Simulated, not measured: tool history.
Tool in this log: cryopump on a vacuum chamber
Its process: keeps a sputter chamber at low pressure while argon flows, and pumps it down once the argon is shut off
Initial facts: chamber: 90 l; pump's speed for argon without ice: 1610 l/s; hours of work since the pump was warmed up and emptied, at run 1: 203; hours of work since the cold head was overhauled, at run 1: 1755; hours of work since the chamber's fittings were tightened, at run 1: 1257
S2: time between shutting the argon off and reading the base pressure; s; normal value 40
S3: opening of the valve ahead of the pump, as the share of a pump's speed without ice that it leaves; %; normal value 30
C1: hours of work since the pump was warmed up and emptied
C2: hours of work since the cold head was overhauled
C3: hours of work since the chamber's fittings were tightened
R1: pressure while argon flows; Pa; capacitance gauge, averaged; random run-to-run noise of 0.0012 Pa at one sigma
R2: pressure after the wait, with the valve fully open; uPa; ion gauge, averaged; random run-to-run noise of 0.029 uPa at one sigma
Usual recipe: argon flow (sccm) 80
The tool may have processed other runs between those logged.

{"run": 1, "day": 0.0, "argon flow (sccm)": 80, "S2": 40, "S3": 30, "C1": 203, "C2": 1755, "C3": 1257, "R1": 0.2871, "R2": 2.5}
{"run": 2, "day": 3.608, "argon flow (sccm)": 80, "S2": 40, "S3": 30, "C1": 272, "C2": 1824, "C3": 1327, "R1": 0.2912, "R2": 2.56}
{"run": 3, "day": 7.012, "argon flow (sccm)": 80, "S2": 40, "S3": 30, "C1": 337, "C2": 1890, "C3": 1392, "R1": 0.2935, "R2": 2.66}
{"run": 4, "day": 9.008, "argon flow (sccm)": 158, "S2": 40, "S3": 30, "C1": 376, "C2": 1928, "C3": 1430, "R1": 0.5813, "R2": 2.67}
{"run": 5, "day": 11.85, "argon flow (sccm)": 158, "S2": 40, "S3": 30, "C1": 430, "C2": 1982, "C3": 1485, "R1": 0.5829, "R2": 2.79}
{"day": 14.642, "done": "pump warmed up, emptied and cooled again"}
{"run": 6, "day": 15.579, "argon flow (sccm)": 80, "S2": 40, "S3": 30, "C1": 18, "C2": 2050, "C3": 1552, "R1": 0.2805, "R2": 2.62}
{"run": 7, "day": 17.829, "argon flow (sccm)": 40, "S2": 140, "S3": 22, "C1": 61, "C2": 2093, "C3": 1595, "R1": 0.1905, "R2": 1.72}
{"run": 8, "day": 19.675, "argon flow (sccm)": 40, "S2": 109, "S3": 17, "C1": 96, "C2": 2128, "C3": 1631, "R1": 0.2489, "R2": 1.87}
{"run": 9, "day": 22.042, "argon flow (sccm)": 40, "S2": 109, "S3": 17, "C1": 142, "C2": 2174, "C3": 1676, "R1": 0.2469, "R2": 1.96}
{"run": 10, "day": 24.962, "argon flow (sccm)": 102, "S2": 51, "S3": 21, "C1": 198, "C2": 2230, "C3": 1732, "R1": 0.5223, "R2": 2.64}
{"run": 11, "day": 27.246, "argon flow (sccm)": 102, "S2": 51, "S3": 21, "C1": 242, "C2": 2273, "C3": 1776, "R1": 0.5205, "R2": 2.64}
{"run": 12, "day": 29.338, "argon flow (sccm)": 102, "S2": 51, "S3": 21, "C1": 282, "C2": 2314, "C3": 1816, "R1": 0.5218, "R2": 2.68}

What if the next run were any one of these 3? Each begins from the tool's condition after run 12:
{"run": "A", "day": 31.329, "argon flow (sccm)": 78, "S2": 33, "S3": 20, "C1": 320, "C2": 2352, "C3": 1854, "R1": "?", "R2": "?"}
{"run": "B", "day": 31.329, "argon flow (sccm)": 102, "S2": 51, "S3": 33, "C1": 320, "C2": 2352, "C3": 1854, "R1": "?", "R2": "?"}
{"run": "C", "day": 31.329, "argon flow (sccm)": 54, "S2": 182, "S3": 49, "C1": 320, "C2": 2352, "C3": 1854, "R1": "?", "R2": "?"}

run=A R1=0.4172 R2=3.28
run=B R1=0.3393 R2=2.76
run=C R1=0.1234 R2=1.99
Had the tool no hidden state, the same runs would have come out as:
run=A R1=0.407 R2=1.7
run=B R1=0.3259 R2=1.17
run=C R1=0.1163 R2=0.44

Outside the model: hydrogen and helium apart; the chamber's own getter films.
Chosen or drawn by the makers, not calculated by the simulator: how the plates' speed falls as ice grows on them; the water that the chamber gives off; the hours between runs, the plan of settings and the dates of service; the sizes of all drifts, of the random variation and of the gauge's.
